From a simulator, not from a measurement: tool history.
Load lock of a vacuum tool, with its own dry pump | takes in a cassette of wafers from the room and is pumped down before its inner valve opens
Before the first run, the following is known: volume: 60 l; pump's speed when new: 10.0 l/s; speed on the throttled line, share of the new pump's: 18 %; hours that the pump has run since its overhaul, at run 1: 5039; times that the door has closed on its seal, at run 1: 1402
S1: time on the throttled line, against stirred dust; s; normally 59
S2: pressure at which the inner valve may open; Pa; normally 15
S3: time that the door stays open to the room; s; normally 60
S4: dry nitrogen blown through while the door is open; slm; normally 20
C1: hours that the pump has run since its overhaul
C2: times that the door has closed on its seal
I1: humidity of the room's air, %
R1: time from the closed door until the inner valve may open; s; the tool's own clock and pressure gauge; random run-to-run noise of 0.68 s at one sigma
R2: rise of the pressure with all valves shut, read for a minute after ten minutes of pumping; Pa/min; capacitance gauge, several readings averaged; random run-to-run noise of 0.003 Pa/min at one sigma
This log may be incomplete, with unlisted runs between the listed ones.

run      day   S1  S2   S3  S4     C1     C2    I1     R1     R2
  1        0   59  15   60  20   5039   1402  48.4  101.7  0.043
  2   12.846   59  11   60  20   5347   2173  42.4  104.1  0.037
  3   18.817   59  11   60  20   5491   2532  41.8  103.6  0.035
  4     27.5   59  11   60  20   5699   3052  45.6  102.6  0.042
  5     34.2   59  11   60  20   5860   3455  46.6  104.1  0.045
  6   40.475   59  15   60  20   6010   3831  43.3  102.9  0.043
  7   52.996   59  15   60  20   6311   4582  45.2    103  0.036
  8   59.942   59  15   60  20   6478   4999  46.5  101.4  0.045
  9   66.996   59  15   60  20   6647   5422  46.9  101.9  0.037
 10   80.988   59  15   60  20   6983   6262  45.9  102.8  0.043
 11   88.612   59  15   60  20   7166   6719  45.9  101.4  0.044
 12   95.288   59  15   60  20   7326   7120  44.3  101.8  0.041
 13  106.038   59  15   60  20   7584   7765  46.7  102.1  0.046
 14  119.425   59  15   60  20   7905   8568  48.1  101.7  0.044
 15  130.171   59  15   60  20   8163   9213  46.9  100.7   0.04
 16    144.1   59  15   60  20   8497  10049    45    102  0.043
 17  156.408   59  15   60  20   8793  10787  42.7  102.3  0.038
 18  166.467   59  15   60  20   9034  11391  43.3    101  0.039
 19  174.567   59  15   60  20   9229  11877  47.5  102.4  0.043
 20  185.704   59  15   60  20   9496  12545  44.9  101.3  0.045
 21  191.617   59  15   60  20   9638  12900  47.4  101.2  0.041
 22    202.1   59  21   60   6   9889  13529  44.2   98.6  0.055
 23  214.379   59  21   60   6  10184  14266  45.4   98.7  0.057
 24  222.717   62  11   26  24  10384  14766  44.5  106.9  0.025
 25  229.521   41  25   59  44  10547  15174  44.8   83.7  0.034
 26  239.329   38  23   59  44  10783  15763  46.9   82.3  0.033
 27  251.254   33  15   60  17  11069  16479  48.9   80.3  0.049
 28  257.662   72  19  152  12  11223  16863  46.4    112  0.084
 29  265.658   78  11   60   9  11415  17343  41.8  117.9  0.051
 30  276.538  104  14   27   9  11676  17996  49.3  139.3  0.035
 31  288.779  104  14   83   9  11970  18730  43.9  138.6  0.061
 32  297.425  104  14   83   9  12177  19249  42.4  141.1  0.063
 33    306.1  104  13   83   9  12385  19769  43.7  140.5  0.068
 34  315.592   91  15  173  15  12613  20339  48.2  127.6  0.093
 35   326.25   58  15  173  15  12869  20978  47.1  101.6  0.092
 36      340   58  15  173  15  13199  21803  48.5  100.3    0.1
 37  346.988   35  20   52  40  13367  22223    44   80.6   0.03

Forecast each of these 3 alternatives for the next run:
  A  353.888  74  20  51  19  13532  22637  44.3   ?   ?
  B  353.888  34  22  52  11  13532  22637  41.8   ?   ?
  C  353.888  43  17  91  40  13532  22637  48.7   ?   ?

run     R1     R2
  A  110.5  0.036
  B   79.1  0.036
  C   87.4  0.042
With the hidden condition removed and each run's random variation left untouched, the same runs would have given:
run     R1     R2
  A  110.5  0.036
  B   79.1  0.036
  C   87.3  0.042

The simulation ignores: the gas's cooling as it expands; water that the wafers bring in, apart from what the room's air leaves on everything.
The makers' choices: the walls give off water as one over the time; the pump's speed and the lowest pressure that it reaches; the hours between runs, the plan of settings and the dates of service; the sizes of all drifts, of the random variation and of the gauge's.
